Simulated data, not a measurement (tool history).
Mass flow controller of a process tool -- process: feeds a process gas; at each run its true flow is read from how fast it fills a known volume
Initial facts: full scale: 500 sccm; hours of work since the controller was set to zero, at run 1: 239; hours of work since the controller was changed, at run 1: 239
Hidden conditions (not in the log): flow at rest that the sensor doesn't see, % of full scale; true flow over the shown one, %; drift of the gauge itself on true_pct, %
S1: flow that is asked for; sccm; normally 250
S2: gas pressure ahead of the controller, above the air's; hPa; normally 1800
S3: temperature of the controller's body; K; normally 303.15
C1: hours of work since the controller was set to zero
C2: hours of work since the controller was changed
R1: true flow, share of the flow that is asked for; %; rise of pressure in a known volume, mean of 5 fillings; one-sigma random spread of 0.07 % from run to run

run,hour,S1,S2,S3,C1,C2,R1
1,0.0,250,1800,303.15,239,239,97.95
2,105.6,250,1800,303.15,276,276,98.07
3,189.2,294,1800,303.15,306,306,98.23
4,284.8,294,1800,303.15,341,341,98.35
5,400.8,294,1800,303.15,382,382,98.35
6,502.4,294,1800,303.15,419,419,98.44
7,584.8,250,1730,303.15,448,448,98.10
8,678.0,250,1730,303.15,482,482,98.13
# hour 687.3: controller's zero set anew
9,789.5,250,1730,303.15,37,521,97.78
10,906.2,250,1730,303.15,78,563,97.85
11,1022.3,250,1730,303.15,120,605,97.73
# hour 1075.5: controller's zero set anew, once more
12,1143.2,187,1730,303.15,24,648,98.05
13,1208.9,187,1730,303.15,48,671,97.87
14,1321.0,187,1730,303.15,88,712,97.98
15,1411.5,187,1730,303.15,120,744,98.12
16,1511.3,422,1750,299.15,156,780,99.79
17,1584.7,422,1750,299.15,182,806,99.73
18,1649.0,51,1910,303.15,205,829,96.55
19,1734.6,51,1590,294.15,236,860,96.98
20,1859.9,179,1420,312.15,281,905,97.47
21,1948.5,123,1800,299.15,313,936,97.54
22,2031.6,250,1430,305.15,343,966,98.23
23,2088.5,250,1430,305.15,363,987,98.17
24,2187.6,123,1630,297.15,398,1022,97.57
25,2310.2,123,1630,297.15,442,1066,97.65
26,2379.3,285,2480,300.15,467,1091,98.71
27,2503.0,89,1680,298.15,511,1135,97.12
28,2620.9,478,2770,300.15,554,1177,99.83

Here are 4 independent what-if runs from the current tool condition. What would each one return?
A,2684.1,142,2270,298.15,576,1200,?
B,2684.1,112,1610,303.15,576,1200,?
C,2684.1,254,1440,306.15,576,1200,?
D,2684.1,250,1800,298.15,576,1200,?

run,R1
A,97.40
B,97.07
C,98.08
D,98.65
Without the tool's unlogged condition, the same runs would have read:
run,R1
A,97.56
B,97.37
C,97.99
D,98.57
